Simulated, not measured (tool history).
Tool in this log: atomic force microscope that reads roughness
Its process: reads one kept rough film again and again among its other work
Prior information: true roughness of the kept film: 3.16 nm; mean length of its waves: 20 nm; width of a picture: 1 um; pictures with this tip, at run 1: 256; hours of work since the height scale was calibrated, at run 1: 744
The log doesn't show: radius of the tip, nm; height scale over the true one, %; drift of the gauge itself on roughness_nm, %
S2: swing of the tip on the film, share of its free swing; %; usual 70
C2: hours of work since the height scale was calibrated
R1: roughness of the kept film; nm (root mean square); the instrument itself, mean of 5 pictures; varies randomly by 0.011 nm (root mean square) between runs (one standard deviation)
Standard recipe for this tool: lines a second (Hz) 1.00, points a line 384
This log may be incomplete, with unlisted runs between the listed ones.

run 1 day=0.000 | lines_a_second_(Hz)=1.00 S2=70 points_a_line=384 | pictures_with_this_tip=256 C2=744 | R1=1.787
-- day=2.062 new tip fitted
run 2 day=2.062 | lines_a_second_(Hz)=1.00 S2=70 points_a_line=384 | pictures_with_this_tip=0 C2=765 | R1=2.523
run 3 day=4.846 | lines_a_second_(Hz)=1.00 S2=70 points_a_line=384 | pictures_with_this_tip=61 C2=793 | R1=2.250
run 4 day=6.388 | lines_a_second_(Hz)=1.00 S2=81 points_a_line=384 | pictures_with_this_tip=95 C2=809 | R1=2.042
run 5 day=8.042 | lines_a_second_(Hz)=1.00 S2=81 points_a_line=384 | pictures_with_this_tip=132 C2=825 | R1=1.940
run 6 day=10.108 | lines_a_second_(Hz)=1.00 S2=81 points_a_line=384 | pictures_with_this_tip=177 C2=846 | R1=1.824
run 7 day=12.154 | lines_a_second_(Hz)=2.98 S2=70 points_a_line=384 | pictures_with_this_tip=222 C2=867 | R1=1.619
run 8 day=13.946 | lines_a_second_(Hz)=1.00 S2=84 points_a_line=384 | pictures_with_this_tip=262 C2=885 | R1=1.622
-- day=15.829 new tip fitted
run 9 day=16.829 | lines_a_second_(Hz)=1.00 S2=70 points_a_line=384 | pictures_with_this_tip=22 C2=915 | R1=2.397
run 10 day=18.917 | lines_a_second_(Hz)=1.00 S2=70 points_a_line=384 | pictures_with_this_tip=68 C2=936 | R1=2.220
run 11 day=21.354 | lines_a_second_(Hz)=1.00 S2=70 points_a_line=384 | pictures_with_this_tip=122 C2=961 | R1=2.057
run 12 day=22.950 | lines_a_second_(Hz)=1.00 S2=70 points_a_line=384 | pictures_with_this_tip=157 C2=977 | R1=1.944
run 13 day=26.271 | lines_a_second_(Hz)=1.00 S2=73 points_a_line=384 | pictures_with_this_tip=230 C2=1011 | R1=1.752
run 14 day=27.733 | lines_a_second_(Hz)=1.00 S2=63 points_a_line=384 | pictures_with_this_tip=262 C2=1025 | R1=1.739
-- day=29.667 new tip fitted
run 15 day=30.508 | lines_a_second_(Hz)=1.00 S2=82 points_a_line=384 | pictures_with_this_tip=19 C2=1053 | R1=2.311
run 16 day=33.704 | lines_a_second_(Hz)=1.00 S2=82 points_a_line=384 | pictures_with_this_tip=89 C2=1086 | R1=2.086
run 17 day=35.658 | lines_a_second_(Hz)=1.00 S2=70 points_a_line=384 | pictures_with_this_tip=132 C2=1106 | R1=2.046
-- day=35.967 height scale calibrated on a step standard
run 18 day=37.146 | lines_a_second_(Hz)=1.00 S2=70 points_a_line=363 | pictures_with_this_tip=164 C2=12 | R1=1.930
run 19 day=39.112 | lines_a_second_(Hz)=1.00 S2=70 points_a_line=363 | pictures_with_this_tip=208 C2=32 | R1=1.830
run 20 day=41.679 | lines_a_second_(Hz)=0.57 S2=70 points_a_line=363 | pictures_with_this_tip=264 C2=58 | R1=1.749
-- day=42.412 height scale calibrated on a step standard, once more
run 21 day=43.225 | lines_a_second_(Hz)=0.57 S2=70 points_a_line=363 | pictures_with_this_tip=297 C2=8 | R1=1.678
-- day=43.417 new tip fitted
run 22 day=46.300 | lines_a_second_(Hz)=3.61 S2=77 points_a_line=384 | pictures_with_this_tip=64 C2=39 | R1=1.850
run 23 day=49.550 | lines_a_second_(Hz)=3.61 S2=77 points_a_line=384 | pictures_with_this_tip=135 C2=72 | R1=1.642
run 24 day=51.592 | lines_a_second_(Hz)=3.61 S2=77 points_a_line=384 | pictures_with_this_tip=180 C2=93 | R1=1.550
run 25 day=53.412 | lines_a_second_(Hz)=3.61 S2=77 points_a_line=384 | pictures_with_this_tip=221 C2=112 | R1=1.463
run 26 day=54.933 | lines_a_second_(Hz)=0.51 S2=79 points_a_line=384 | pictures_with_this_tip=254 C2=127 | R1=1.755
run 27 day=56.279 | lines_a_second_(Hz)=0.51 S2=79 points_a_line=384 | pictures_with_this_tip=284 C2=141 | R1=1.677
-- day=57.212 new tip fitted
run 28 day=58.696 | lines_a_second_(Hz)=0.51 S2=79 points_a_line=265 | pictures_with_this_tip=32 C2=165 | R1=2.377
run 29 day=60.325 | lines_a_second_(Hz)=1.00 S2=67 points_a_line=373 | pictures_with_this_tip=68 C2=182 | R1=2.281
run 30 day=63.283 | lines_a_second_(Hz)=1.71 S2=86 points_a_line=351 | pictures_with_this_tip=134 C2=212 | R1=1.752
run 31 day=66.362 | lines_a_second_(Hz)=1.00 S2=75 points_a_line=714 | pictures_with_this_tip=201 C2=243 | R1=1.852
run 32 day=69.583 | lines_a_second_(Hz)=1.00 S2=75 points_a_line=714 | pictures_with_this_tip=273 C2=276 | R1=1.693
-- day=70.942 new tip fitted
run 33 day=72.138 | lines_a_second_(Hz)=1.71 S2=58 points_a_line=384 | pictures_with_this_tip=26 C2=302 | R1=2.447
run 34 day=73.488 | lines_a_second_(Hz)=3.39 S2=83 points_a_line=438 | pictures_with_this_tip=56 C2=315 | R1=1.758
run 35 day=75.929 | lines_a_second_(Hz)=3.95 S2=70 points_a_line=384 | pictures_with_this_tip=110 C2=340 | R1=1.837
run 36 day=77.596 | lines_a_second_(Hz)=3.95 S2=70 points_a_line=348 | pictures_with_this_tip=147 C2=357 | R1=1.741
run 37 day=79.558 | lines_a_second_(Hz)=1.12 S2=71 points_a_line=503 | pictures_with_this_tip=190 C2=377 | R1=1.896
run 38 day=81.012 | lines_a_second_(Hz)=3.57 S2=77 points_a_line=504 | pictures_with_this_tip=222 C2=392 | R1=1.486
run 39 day=83.179 | lines_a_second_(Hz)=0.58 S2=81 points_a_line=633 | pictures_with_this_tip=270 C2=414 | R1=1.746
-- day=84.646 new tip fitted
run 40 day=85.229 | lines_a_second_(Hz)=0.58 S2=81 points_a_line=633 | pictures_with_this_tip=12 C2=435 | R1=2.492
run 41 day=86.804 | lines_a_second_(Hz)=1.24 S2=84 points_a_line=485 | pictures_with_this_tip=47 C2=451 | R1=2.146
run 42 day=90.008 | lines_a_second_(Hz)=1.79 S2=70 points_a_line=427 | pictures_with_this_tip=118 C2=483 | R1=2.008

Selected run-to-run steps in R1, each split into two signed amounts: the part the tool would show with no hidden state at all (from settings, incoming material and random variation), and the remainder, which goes to the hidden state together with any gauge scatter not common to the measured and the hidden-state-free results:
Run 1 -> 2: new tip fitted. R1 +0.736 nm (root mean square): hidden state +0.736, all else +0.000.
Run 8 -> 9: S2 84 -> 70, new tip fitted. R1 +0.775 nm (root mean square): hidden state +0.644, all else +0.131.
Run 14 -> 15: S2 63 -> 82, new tip fitted. R1 +0.572 nm (root mean square): hidden state +0.744, all else -0.172.
Run 32 -> 33: lines a second (Hz) 1.00 -> 1.71, S2 75 -> 58, points a line 714 -> 384, new tip fitted. R1 +0.754 nm (root mean square): hidden state +0.724, all else +0.030.
Run 39 -> 40: new tip fitted. R1 +0.746 nm (root mean square): hidden state +0.770, all else -0.024.
